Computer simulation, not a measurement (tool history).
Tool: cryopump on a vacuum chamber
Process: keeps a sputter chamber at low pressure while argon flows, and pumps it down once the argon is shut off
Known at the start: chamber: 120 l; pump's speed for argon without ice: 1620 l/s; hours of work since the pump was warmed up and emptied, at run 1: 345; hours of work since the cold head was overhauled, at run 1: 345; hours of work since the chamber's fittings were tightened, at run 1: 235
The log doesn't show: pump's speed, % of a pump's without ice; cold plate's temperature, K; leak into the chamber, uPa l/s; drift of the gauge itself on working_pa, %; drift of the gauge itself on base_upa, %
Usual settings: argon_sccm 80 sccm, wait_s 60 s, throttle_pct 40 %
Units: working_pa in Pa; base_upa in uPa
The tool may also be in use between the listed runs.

run	day	argon_sccm	wait_s	throttle_pct	hours of work since the pump was warmed up and emptied	hours of work since the cold head was overhauled	hours of work since the chamber's fittings were tightened	working_pa	base_upa
1	0.000	80	60	40	345	345	235	0.2233	1.21
2	0.321	80	60	40	349	349	240	0.2252	1.24
3	0.850	84	60	40	357	357	247	0.2341	1.21
4	1.283	80	60	29	363	363	254	0.3061	1.27
5	1.667	80	60	29	368	368	259	0.3031	1.30
6	1.975	80	60	29	373	373	263	0.3038	1.25
7	2.267	80	59	40	377	377	268	0.2240	1.29
8	2.600	35	59	40	382	382	272	0.0991	1.25
9	3.138	80	60	40	389	389	280	0.2260	1.36
10	3.429	80	60	40	393	393	284	0.2257	1.29
11	4.142	80	60	31	403	403	294	0.2884	1.28
12	4.554	80	60	31	409	409	300	0.2888	1.28
13	4.904	80	60	31	414	414	305	0.2886	1.23
14	5.229	80	60	31	419	419	309	0.2880	1.35
15	5.942	80	60	31	429	429	319	0.2886	1.31
16	6.296	80	60	31	434	434	324	0.2873	1.30
17	6.925	80	60	31	443	443	333	0.2901	1.30
18	7.638	80	28	31	453	453	343	0.2879	2.31
19	8.188	36	57	28	461	461	351	0.1437	1.39
20	8.662	63	71	25	467	467	358	0.2802	1.17
21	9.067	63	193	33	473	473	364	0.2148	0.74
22	9.500	63	193	33	479	479	370	0.2178	0.75
23	10.042	46	214	33	487	487	377	0.1577	0.70
24	10.592	80	23	40	495	495	385	0.2309	2.68
25	11.038	80	55	31	501	501	391	0.2930	1.46
26	11.762	56	91	27	511	511	402	0.2341	1.02
27	12.225	79	60	16	518	518	408	0.5416	1.37
28	12.625	80	113	58	523	523	414	0.1691	0.97
# day 13.183: pump warmed up, emptied and cooled again
29	13.400	49	37	33	3	531	422	0.1557	1.82
30	13.967	49	37	33	11	539	430	0.1560	1.85
31	14.333	80	60	53	16	544	435	0.1594	1.30
32	14.821	41	41	27	23	551	442	0.1586	1.74
33	15.262	41	41	27	29	558	448	0.1592	1.76
34	15.608	42	71	16	34	562	453	0.2750	1.16

The same runs without the tool's hidden state, with the same run-to-run variation:
run	working_pa	base_upa
1	0.2084	1.05
2	0.2100	1.08
3	0.2179	1.05
4	0.2901	1.10
5	0.2871	1.12
6	0.2876	1.07
7	0.2076	1.10
8	0.0918	1.07
9	0.2090	1.16
10	0.2084	1.09
11	0.2705	1.08
12	0.2706	1.07
13	0.2702	1.02
14	0.2694	1.13
15	0.2695	1.09
16	0.2680	1.08
17	0.2703	1.07
18	0.2676	2.08
19	0.1343	1.14
20	0.2636	0.92
21	0.1980	0.48
22	0.2006	0.49
23	0.1450	0.44
24	0.2083	2.42
25	0.2700	1.19
26	0.2176	0.74
27	0.5179	1.08
28	0.1447	0.67
29	0.1547	1.62
30	0.1549	1.65
31	0.1574	1.09
32	0.1574	1.53
33	0.1580	1.55
34	0.2736	0.95

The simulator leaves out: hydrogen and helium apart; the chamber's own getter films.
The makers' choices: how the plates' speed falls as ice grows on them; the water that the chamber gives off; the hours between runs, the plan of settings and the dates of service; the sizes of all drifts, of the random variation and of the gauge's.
